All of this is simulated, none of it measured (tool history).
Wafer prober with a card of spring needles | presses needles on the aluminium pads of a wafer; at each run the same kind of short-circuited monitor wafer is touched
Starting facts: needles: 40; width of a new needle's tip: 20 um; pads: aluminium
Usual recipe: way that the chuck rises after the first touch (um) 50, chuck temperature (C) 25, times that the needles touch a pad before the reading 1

run,day,way that the chuck rises after the first touch (um),chuck temperature (C),times that the needles touch a pad before the reading,resistance of one needle with its contact and lead (mohm),way that a needle slides on the pad (um)
1,0.000,50,25,1,242,11.58
# day 0.558: tips cleaned on abrasive film
2,0.567,50,25,1,238,11.65
# day 1.158: tips cleaned on abrasive film
3,1.400,50,61,1,254,11.65
# day 1.775: tips cleaned on abrasive film
4,1.921,52,25,1,240,12.10
# day 2.354: tips cleaned on abrasive film
5,2.483,49,25,1,243,11.24
# day 2.921: tips cleaned on abrasive film
6,2.983,49,39,1,248,11.30
# day 3.488: tips cleaned on abrasive film
7,3.825,49,39,1,244,11.43
# day 4.058: tips cleaned on abrasive film
8,4.338,31,39,1,254,7.27
# day 4.658: tips cleaned on abrasive film
9,4.788,50,25,1,243,11.71
# day 5.238: tips cleaned on abrasive film
10,5.421,50,41,1,246,11.47
# day 5.608: height of the first contact set anew
# day 5.875: tips cleaned on abrasive film
11,6.192,50,25,3,243,11.63
# day 6.500: tips cleaned on abrasive film
12,6.662,50,25,3,241,11.62
# day 7.062: tips cleaned on abrasive film
13,7.183,52,25,3,246,12.17
# day 7.650: tips cleaned on abrasive film
14,7.912,52,25,3,239,11.88
# day 8.225: tips cleaned on abrasive film
15,8.296,64,25,2,241,14.69
# day 8.808: tips cleaned on abrasive film
16,8.883,64,25,2,242,14.94
17,9.233,64,25,2,239,14.94
# day 9.400: tips cleaned on abrasive film
18,9.667,64,25,2,238,14.97
# day 10.000: tips cleaned on abrasive film
19,10.483,64,25,2,241,14.91
# day 10.612: tips cleaned on abrasive film
20,10.929,64,25,2,240,14.91
# day 11.200: tips cleaned on abrasive film
# day 11.792: tips cleaned on abrasive film
21,11.792,50,83,1,258,11.53
# day 12.371: tips cleaned on abrasive film
22,12.508,49,124,1,268,11.36
# day 12.992: tips cleaned on abrasive film
23,13.300,43,124,2,273,9.85
# day 13.571: tips cleaned on abrasive film
24,14.029,43,124,2,269,9.94
# day 14.154: tips cleaned on abrasive film
25,14.408,43,124,2,268,9.91
# day 14.721: tips cleaned on abrasive film
26,15.058,43,124,2,272,9.92
# day 15.308: tips cleaned on abrasive film
27,15.571,33,63,1,261,7.70
# day 15.888: tips cleaned on abrasive film
28,16.096,33,63,1,261,7.71

Branching from run 28: 4 alternative next runs. What would each branch give?
# day 16.458: tips cleaned on abrasive film
A,16.821,35,81,1,?,?
# day 16.458: tips cleaned on abrasive film
B,16.821,36,69,1,?,?
# day 16.458: tips cleaned on abrasive film
C,16.821,50,25,3,?,?
# day 16.458: tips cleaned on abrasive film
D,16.821,44,25,3,?,?

run,resistance of one needle with its contact and lead (mohm),way that a needle slides on the pad (um)
A,268,8.13
B,261,8.42
C,245,11.53
D,248,10.14
What these runs would have given with no unlogged condition in the tool:
run,resistance of one needle with its contact and lead (mohm),way that a needle slides on the pad (um)
A,267,8.13
B,261,8.43
C,244,11.54
D,247,10.15
